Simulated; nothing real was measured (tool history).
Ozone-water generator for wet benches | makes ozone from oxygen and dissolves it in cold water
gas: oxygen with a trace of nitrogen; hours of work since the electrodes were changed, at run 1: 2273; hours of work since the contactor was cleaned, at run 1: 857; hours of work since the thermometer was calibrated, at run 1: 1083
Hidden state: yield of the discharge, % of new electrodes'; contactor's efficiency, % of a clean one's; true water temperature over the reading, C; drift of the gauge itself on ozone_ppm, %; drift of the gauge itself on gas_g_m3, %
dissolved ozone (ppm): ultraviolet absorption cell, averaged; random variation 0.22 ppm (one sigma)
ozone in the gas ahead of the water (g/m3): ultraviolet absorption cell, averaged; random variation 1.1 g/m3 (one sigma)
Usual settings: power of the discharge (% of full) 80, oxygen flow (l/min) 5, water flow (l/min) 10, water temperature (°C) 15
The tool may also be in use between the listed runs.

run	hour	power of the discharge (% of full)	oxygen flow (l/min)	water flow (l/min)	water temperature (°C)	hours of work since the electrodes were changed	hours of work since the contactor was cleaned	hours of work since the thermometer was calibrated	dissolved ozone (ppm)	ozone in the gas ahead of the water (g/m3)
1	0	80	5	10	15	2273	857	1083	28.9	173.6
2	39.4	80	5	10	15	2311	896	1121	29	174.4
3	105.4	94	5	10	15	2376	960	1186	31.6	189.2
4	149.6	80	5	10	15	2419	1003	1229	29.1	171.9
5	222.4	80	5	10	15	2490	1074	1300	28.8	172.6
6	275	80	5	10	15	2541	1125	1351	28.6	172.8
7	359.5	80	5	10	15	2623	1208	1433	28.6	172.9
8	439.2	68	5	10	15	2701	1286	1511	25.9	156.6
9	479.5	80	5	10	15	2740	1325	1550	28.2	171.8
10	545.9	80	5	10	15	2805	1389	1615	28.3	170.3
11	591.6	80	5	10	15	2850	1434	1660	28.1	169.8
12	636.8	80	7.87	10	8	2894	1478	1704	33.5	148.6
13	680.4	66	7.87	6	16	2936	1521	1746	31	134.1

The next listed run, before its measurement:
14	740.1	66	7.17	6	16	2994	1579	1804	?	?

Run 14 gave dissolved ozone (ppm) 31.4, ozone in the gas ahead of the water (g/m3) 134.9.
Without the tool's hidden state the same run would have given dissolved ozone (ppm) 35.4, ozone in the gas ahead of the water (g/m3) 149.5.
